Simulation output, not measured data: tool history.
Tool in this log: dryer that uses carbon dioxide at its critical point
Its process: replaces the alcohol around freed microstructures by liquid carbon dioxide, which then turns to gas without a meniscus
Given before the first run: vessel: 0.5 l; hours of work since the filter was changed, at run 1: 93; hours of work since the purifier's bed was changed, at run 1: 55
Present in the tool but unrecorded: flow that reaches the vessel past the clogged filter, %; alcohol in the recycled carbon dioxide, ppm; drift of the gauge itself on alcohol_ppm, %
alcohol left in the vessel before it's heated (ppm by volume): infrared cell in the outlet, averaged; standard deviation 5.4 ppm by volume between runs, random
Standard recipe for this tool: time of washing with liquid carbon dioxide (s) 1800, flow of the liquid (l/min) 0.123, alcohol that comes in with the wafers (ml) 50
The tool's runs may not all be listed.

run,hour,time of washing with liquid carbon dioxide (s),flow of the liquid (l/min),alcohol that comes in with the wafers (ml),hours of work since the filter was changed,hours of work since the purifier's bed was changed,alcohol left in the vessel before it's heated (ppm by volume)
1,0,1800,0.123,50,93,55,203
2,41.5,1800,0.123,40,110,72,169
3,88.7,1800,0.123,77,129,92,321
4,152.6,1800,0.123,77,156,118,341
5,211.4,1800,0.123,77,180,143,364
6,271.5,1800,0.123,77,205,167,399
7,308.8,1800,0.123,77,220,183,440
8,354.4,1800,0.123,33,239,202,205
9,402,1860,0.156,56,259,221,64
10,455,1740,0.123,68,281,243,529
11,489.4,1740,0.123,68,295,257,549
12,523.2,1740,0.123,68,309,271,565
13,567.5,1260,0.143,50,327,290,980

For run 14, what comes out?
14,609.8,1260,0.143,50,345,307,?

For run 14 the tool returned alcohol left in the vessel before it's heated (ppm by volume) 1024.
With no hidden state in the tool, this same run would have given alcohol left in the vessel before it's heated (ppm by volume) 431.

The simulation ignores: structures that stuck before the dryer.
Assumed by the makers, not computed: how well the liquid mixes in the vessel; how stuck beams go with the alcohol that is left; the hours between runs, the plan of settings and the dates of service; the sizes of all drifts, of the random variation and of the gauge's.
